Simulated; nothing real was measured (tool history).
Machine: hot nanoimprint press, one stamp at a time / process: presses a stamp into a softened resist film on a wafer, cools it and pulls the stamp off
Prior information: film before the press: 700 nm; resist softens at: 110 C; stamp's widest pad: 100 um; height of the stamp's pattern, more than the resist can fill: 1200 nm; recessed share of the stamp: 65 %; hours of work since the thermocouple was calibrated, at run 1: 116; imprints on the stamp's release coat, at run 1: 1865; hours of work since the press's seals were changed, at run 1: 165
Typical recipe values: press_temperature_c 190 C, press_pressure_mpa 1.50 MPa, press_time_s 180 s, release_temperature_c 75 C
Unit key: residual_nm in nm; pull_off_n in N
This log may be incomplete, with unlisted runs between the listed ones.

| run | hour | press_temperature_c | press_pressure_mpa | press_time_s | release_temperature_c | hours of work since the thermocouple was calibrated | imprints on the stamp's release coat | hours of work since the press's seals were changed | residual_nm | pull_off_n |
|---|---|---|---|---|---|---|---|---|---|---|
| 1 | 0.0 | 190 | 1.50 | 180 | 75 | 116 | 1865 | 165 | 386.4 | 260 |
| 2 | 15.9 | 190 | 1.50 | 180 | 75 | 125 | 1913 | 175 | 384.3 | 263 |
| 3 | 30.8 | 190 | 1.67 | 180 | 75 | 135 | 1959 | 184 | 371.1 | 272 |
| 4 | 39.0 | 190 | 1.67 | 180 | 75 | 140 | 1984 | 189 | 372.7 | 266 |
|  | 56.3 | stamp cleaned and given a new release coat |
| 5 | 58.9 | 190 | 1.67 | 180 | 75 | 149 | 8 | 198 | 372.5 | 204 |
| 6 | 76.0 | 190 | 1.50 | 180 | 75 | 160 | 59 | 209 | 383.6 | 202 |
| 7 | 86.4 | 190 | 1.50 | 180 | 75 | 166 | 91 | 215 | 387.4 | 212 |
| 8 | 95.4 | 190 | 1.50 | 180 | 75 | 172 | 118 | 221 | 385.8 | 205 |
| 9 | 109.9 | 190 | 1.50 | 180 | 75 | 181 | 162 | 230 | 386.2 | 208 |
| 10 | 117.7 | 190 | 1.50 | 180 | 75 | 186 | 186 | 235 | 386.2 | 218 |
| 11 | 132.7 | 190 | 1.50 | 180 | 75 | 195 | 231 | 244 | 384.9 | 218 |
| 12 | 141.8 | 190 | 1.50 | 129 | 75 | 201 | 259 | 250 | 427.8 | 217 |
| 13 | 157.9 | 190 | 1.50 | 129 | 75 | 211 | 308 | 260 | 429.0 | 214 |
| 14 | 168.1 | 179 | 1.50 | 180 | 75 | 218 | 339 | 267 | 493.2 | 213 |
| 15 | 180.6 | 190 | 1.50 | 260 | 75 | 225 | 376 | 274 | 337.5 | 218 |
| 16 | 196.8 | 190 | 1.50 | 218 | 72 | 236 | 425 | 285 | 358.5 | 235 |
| 17 | 213.3 | 180 | 1.50 | 167 | 68 | 246 | 475 | 295 | 490.3 | 254 |
| 18 | 226.9 | 189 | 1.40 | 164 | 73 | 255 | 517 | 304 | 413.8 | 229 |
| 19 | 241.3 | 189 | 1.40 | 142 | 72 | 264 | 560 | 313 | 431.6 | 235 |
| 20 | 256.1 | 196 | 1.40 | 212 | 72 | 273 | 605 | 322 | 317.1 | 233 |
| 21 | 274.2 | 179 | 1.50 | 164 | 62 | 284 | 660 | 333 | 502.7 | 290 |
| 22 | 284.6 | 183 | 1.50 | 108 | 82 | 291 | 692 | 340 | 514.4 | 190 |
| 23 | 295.4 | 183 | 1.16 | 251 | 67 | 298 | 724 | 347 | 442.6 | 258 |
| 24 | 307.5 | 189 | 1.50 | 180 | 75 | 305 | 761 | 354 | 391.3 | 225 |
| 25 | 318.2 | 187 | 2.32 | 95 | 69 | 312 | 794 | 361 | 433.2 | 265 |
| 26 | 336.2 | 187 | 2.32 | 95 | 69 | 323 | 848 | 372 | 430.9 | 260 |
| 27 | 354.7 | 187 | 2.32 | 95 | 69 | 335 | 904 | 384 | 435.2 | 254 |
|  | 367.2 | plate thermocouple calibrated |
| 28 | 371.0 | 182 | 1.50 | 180 | 75 | 2 | 945 | 392 | 470.9 | 237 |
| 29 | 380.2 | 201 | 1.50 | 180 | 75 | 8 | 972 | 398 | 302.3 | 233 |

Branching from run 29: 5 alternative next runs. What would each branch give?
| A | 394.2 | 201 | 0.92 | 141 | 62 | 17 | 1015 | 407 | ? | ? |
| B | 394.2 | 190 | 1.50 | 180 | 63 | 17 | 1015 | 407 | ? | ? |
| C | 394.2 | 201 | 1.65 | 180 | 66 | 17 | 1015 | 407 | ? | ? |
| D | 394.2 | 201 | 1.50 | 180 | 71 | 17 | 1015 | 407 | ? | ? |
| E | 394.2 | 185 | 1.45 | 180 | 75 | 17 | 1015 | 407 | ? | ? |

| run | residual_nm | pull_off_n |
|---|---|---|
| A | 397.6 | 312 |
| B | 390.8 | 301 |
| C | 289.4 | 282 |
| D | 302.5 | 258 |
| E | 446.8 | 229 |
What these runs would have given with no unlogged condition in the tool:
| run | residual_nm | pull_off_n |
|---|---|---|
| A | 395.6 | 275 |
| B | 387.7 | 266 |
| C | 286.5 | 248 |
| D | 299.7 | 227 |
| E | 443.8 | 202 |

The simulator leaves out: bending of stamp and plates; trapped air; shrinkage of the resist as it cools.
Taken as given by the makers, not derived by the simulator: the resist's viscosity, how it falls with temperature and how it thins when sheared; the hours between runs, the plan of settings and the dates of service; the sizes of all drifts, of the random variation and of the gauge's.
